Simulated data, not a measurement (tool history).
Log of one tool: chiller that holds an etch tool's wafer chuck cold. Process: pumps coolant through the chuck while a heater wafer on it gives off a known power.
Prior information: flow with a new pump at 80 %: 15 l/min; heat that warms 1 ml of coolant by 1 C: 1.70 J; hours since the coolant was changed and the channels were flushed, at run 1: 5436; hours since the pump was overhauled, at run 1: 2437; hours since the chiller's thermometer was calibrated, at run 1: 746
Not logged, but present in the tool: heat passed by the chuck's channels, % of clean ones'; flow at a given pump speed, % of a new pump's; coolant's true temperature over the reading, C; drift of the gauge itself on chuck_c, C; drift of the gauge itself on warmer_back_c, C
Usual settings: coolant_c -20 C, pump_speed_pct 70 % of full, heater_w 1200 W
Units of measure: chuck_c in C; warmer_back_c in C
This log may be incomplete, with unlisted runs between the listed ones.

| run | hour | coolant_c | pump_speed_pct | heater_w | hours since the coolant was changed and the channels were flushed | hours since the pump was overhauled | hours since the chiller's thermometer was calibrated | chuck_c | warmer_back_c |
|---|---|---|---|---|---|---|---|---|---|
| 1 | 0.0 | -20 | 70 | 1200 | 5436 | 2437 | 746 | -4.2 | 3.31 |
| 2 | 68.7 | -20 | 70 | 1200 | 5504 | 2506 | 815 | -4.4 | 3.23 |
| 3 | 162.7 | -20 | 70 | 1200 | 5598 | 2600 | 909 | -4.4 | 3.22 |
| 4 | 212.3 | -20 | 70 | 1200 | 5648 | 2649 | 958 | -4.5 | 3.20 |
| 5 | 290.8 | -20 | 70 | 1200 | 5726 | 2728 | 1037 | -4.3 | 3.21 |
| 6 | 379.5 | -20 | 70 | 1200 | 5815 | 2816 | 1125 | -4.2 | 3.20 |
| 7 | 473.6 | -20 | 70 | 1200 | 5909 | 2911 | 1220 | -4.3 | 3.19 |
| 8 | 549.2 | -20 | 70 | 1200 | 5985 | 2986 | 1295 | -4.3 | 3.24 |
| 9 | 594.6 | -20 | 70 | 1200 | 6030 | 3032 | 1340 | -4.3 | 3.21 |
| 10 | 637.9 | -20 | 70 | 1200 | 6074 | 3075 | 1384 | -4.4 | 3.17 |
| 11 | 712.6 | -20 | 70 | 1200 | 6148 | 3150 | 1459 | -4.4 | 3.12 |
| 12 | 772.1 | -20 | 70 | 1200 | 6208 | 3209 | 1518 | -4.3 | 3.14 |
| 13 | 855.1 | -20 | 70 | 1200 | 6291 | 3292 | 1601 | -4.3 | 3.18 |
| 14 | 944.4 | -20 | 70 | 1200 | 6380 | 3381 | 1690 | -4.4 | 3.15 |
| 15 | 995.0 | -30 | 70 | 1200 | 6431 | 3432 | 1741 | -14.4 | 3.07 |
| 16 | 1037.0 | -30 | 70 | 1200 | 6473 | 3474 | 1783 | -14.3 | 3.12 |
| 17 | 1124.0 | -30 | 70 | 1200 | 6560 | 3561 | 1870 | -14.1 | 3.09 |
| 18 | 1210.4 | -15 | 85 | 1031 | 6646 | 3647 | 1956 | -3.2 | 2.08 |
| 19 | 1260.8 | -15 | 85 | 1031 | 6696 | 3698 | 2007 | -3.4 | 2.08 |
|  | 1290.9 | gauge calibrated |
| 20 | 1325.4 | -29 | 74 | 1200 | 6761 | 3762 | 2071 | -14.0 | 3.05 |
| 21 | 1385.8 | -20 | 81 | 1119 | 6821 | 3823 | 2132 | -6.7 | 2.57 |
| 22 | 1428.6 | -13 | 69 | 1799 | 6864 | 3866 | 2175 | 10.8 | 5.00 |
| 23 | 1507.2 | -13 | 69 | 1799 | 6943 | 3944 | 2253 | 10.9 | 4.94 |
| 24 | 1586.7 | -13 | 69 | 1799 | 7022 | 4024 | 2333 | 10.7 | 5.00 |
| 25 | 1669.3 | -20 | 69 | 948 | 7105 | 4106 | 2415 | -7.3 | 2.56 |
| 26 | 1729.4 | -21 | 66 | 1200 | 7165 | 4166 | 2475 | -4.8 | 3.45 |
| 27 | 1809.1 | -13 | 87 | 1211 | 7245 | 4246 | 2555 | 0.5 | 2.59 |
|  | 1877.5 | chiller's thermometer calibrated |
| 28 | 1892.3 | -13 | 87 | 1211 | 7327 | 4328 | 15 | 0.4 | 2.58 |
| 29 | 1987.8 | -13 | 87 | 1062 | 7422 | 4424 | 110 | -1.2 | 2.19 |
| 30 | 2079.8 | -13 | 87 | 1062 | 7514 | 4516 | 202 | -1.3 | 2.19 |
| 31 | 2174.3 | -16 | 93 | 1480 | 7609 | 4610 | 297 | -0.2 | 2.85 |

Had the tool no unlogged condition, and each run kept its random variation, what would the results have been?
| run | warmer_back_c |
|---|---|
| 1 | 3.31 |
| 2 | 3.24 |
| 3 | 3.24 |
| 4 | 3.23 |
| 5 | 3.25 |
| 6 | 3.25 |
| 7 | 3.25 |
| 8 | 3.31 |
| 9 | 3.29 |
| 10 | 3.26 |
| 11 | 3.22 |
| 12 | 3.25 |
| 13 | 3.30 |
| 14 | 3.27 |
| 15 | 3.21 |
| 16 | 3.26 |
| 17 | 3.24 |
| 18 | 2.24 |
| 19 | 2.26 |
| 20 | 3.05 |
| 21 | 2.58 |
| 22 | 5.01 |
| 23 | 4.97 |
| 24 | 5.03 |
| 25 | 2.61 |
| 26 | 3.51 |
| 27 | 2.66 |
| 28 | 2.66 |
| 29 | 2.28 |
| 30 | 2.30 |
| 31 | 2.97 |
For chuck_c, the value without the hidden state is never more than 0.1 C from the measured value.
